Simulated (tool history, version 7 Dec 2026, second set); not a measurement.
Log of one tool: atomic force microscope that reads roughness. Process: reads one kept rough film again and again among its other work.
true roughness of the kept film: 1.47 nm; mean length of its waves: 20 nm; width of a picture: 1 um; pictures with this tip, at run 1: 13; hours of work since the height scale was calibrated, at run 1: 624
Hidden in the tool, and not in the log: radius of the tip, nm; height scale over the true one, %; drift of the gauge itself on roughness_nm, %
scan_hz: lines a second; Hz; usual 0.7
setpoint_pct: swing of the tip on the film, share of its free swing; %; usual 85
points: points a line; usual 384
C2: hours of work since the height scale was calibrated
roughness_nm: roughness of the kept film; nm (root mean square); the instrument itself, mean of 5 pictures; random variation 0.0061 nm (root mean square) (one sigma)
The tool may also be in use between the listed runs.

Run 1, hour 0: usual settings; pictures with this tip 13; C2 624. Result: roughness_nm 1.123 nm (root mean square).
Run 2, hour 42.5: usual settings but points 648; pictures with this tip 64; C2 647. Result: roughness_nm 1.039 nm (root mean square).
Run 3, hour 63.4: usual settings but points 648; pictures with this tip 89; C2 658. Result: roughness_nm 1.012 nm (root mean square).
Run 4, hour 103.3: usual settings but points 648; pictures with this tip 137; C2 679. Result: roughness_nm 0.929 nm (root mean square).
Run 5, hour 138.2: usual settings but points 648; pictures with this tip 179; C2 697. Result: roughness_nm 0.863 nm (root mean square).
At hour 142.6: new tip fitted.
Run 6, hour 165.2: usual settings but points 398; pictures with this tip 27; C2 711. Result: roughness_nm 1.102 nm (root mean square).
Run 7, hour 190.5: usual settings; pictures with this tip 58; C2 725. Result: roughness_nm 1.028 nm (root mean square).
Run 8, hour 233.6: usual settings; pictures with this tip 110; C2 747. Result: roughness_nm 0.946 nm (root mean square).
Run 9, hour 272.8: usual settings but points 273; pictures with this tip 157; C2 768. Result: roughness_nm 0.851 nm (root mean square).
At hour 294.5: new tip fitted.
Run 10, hour 305.8: usual settings; pictures with this tip 13; C2 785. Result: roughness_nm 1.119 nm (root mean square).
Run 11, hour 334.4: usual settings but scan_hz 0.939 Hz, setpoint_pct 82 %, points 477; pictures with this tip 48; C2 800. Result: roughness_nm 1.02 nm (root mean square).
Run 12, hour 355.8: usual settings but scan_hz 0.939 Hz, setpoint_pct 82 %, points 477; pictures with this tip 74; C2 811. Result: roughness_nm 0.975 nm (root mean square).
Run 13, hour 387.7: usual settings but scan_hz 0.939 Hz, setpoint_pct 82 %, points 477; pictures with this tip 112; C2 828. Result: roughness_nm 0.937 nm (root mean square).
Run 14, hour 407.2: usual settings but scan_hz 0.939 Hz, setpoint_pct 82 %, points 477; pictures with this tip 136; C2 838. Result: roughness_nm 0.893 nm (root mean square).
Run 15, hour 444.2: usual settings but scan_hz 1.672 Hz, setpoint_pct 84 %, points 948; pictures with this tip 180; C2 858. Result: roughness_nm 0.761 nm (root mean square).
At hour 446.4: new tip fitted.
Run 16, hour 484.6: usual settings but setpoint_pct 63 %, points 855; pictures with this tip 46; C2 879. Result: roughness_nm 1.14 nm (root mean square).
Run 17, hour 513.4: usual settings but scan_hz 1.392 Hz, setpoint_pct 63 %, points 667; pictures with this tip 80; C2 894. Result: roughness_nm 1.047 nm (root mean square).
Run 18, hour 544: usual settings but scan_hz 1.392 Hz, setpoint_pct 63 %, points 667; pictures with this tip 117; C2 910. Result: roughness_nm 0.982 nm (root mean square).
Run 19, hour 585.2: usual settings but scan_hz 1.392 Hz, setpoint_pct 63 %, points 667; pictures with this tip 167; C2 932. Result: roughness_nm 0.909 nm (root mean square).
At hour 597: new tip fitted.
Run 20, hour 619.5: usual settings but scan_hz 1.287 Hz, setpoint_pct 78 %, points 318; pictures with this tip 27; C2 950. Result: roughness_nm 1.059 nm (root mean square).

5 ways to go on from here, each from the tool as it stands after run 20. What would each give?
Run A, hour 661.2: usual settings but scan_hz 0.722 Hz, setpoint_pct 78 %, points 318; pictures with this tip 77; C2 972. Result: roughness_nm ?.
Run B, hour 661.2: usual settings but scan_hz 0.631 Hz, setpoint_pct 58 %, points 318; pictures with this tip 77; C2 972. Result: roughness_nm ?.
Run C, hour 661.2: usual settings but scan_hz 1.677 Hz, setpoint_pct 68 %, points 952; pictures with this tip 77; C2 972. Result: roughness_nm ?.
Run D, hour 661.2: usual settings but scan_hz 1.305 Hz, setpoint_pct 66 %, points 922; pictures with this tip 77; C2 972. Result: roughness_nm ?.
Run E, hour 661.2: usual settings but scan_hz 1.488 Hz, setpoint_pct 71 %, points 436; pictures with this tip 77; C2 972. Result: roughness_nm ?.

run  roughness_nm
  A         1.024
  B         1.077
  C         1.027
  D         1.037
  E         1.008
Without the tool's hidden state the same runs would have given:
run  roughness_nm
  A         1.173
  B         1.234
  C         1.177
  D         1.188
  E         1.154

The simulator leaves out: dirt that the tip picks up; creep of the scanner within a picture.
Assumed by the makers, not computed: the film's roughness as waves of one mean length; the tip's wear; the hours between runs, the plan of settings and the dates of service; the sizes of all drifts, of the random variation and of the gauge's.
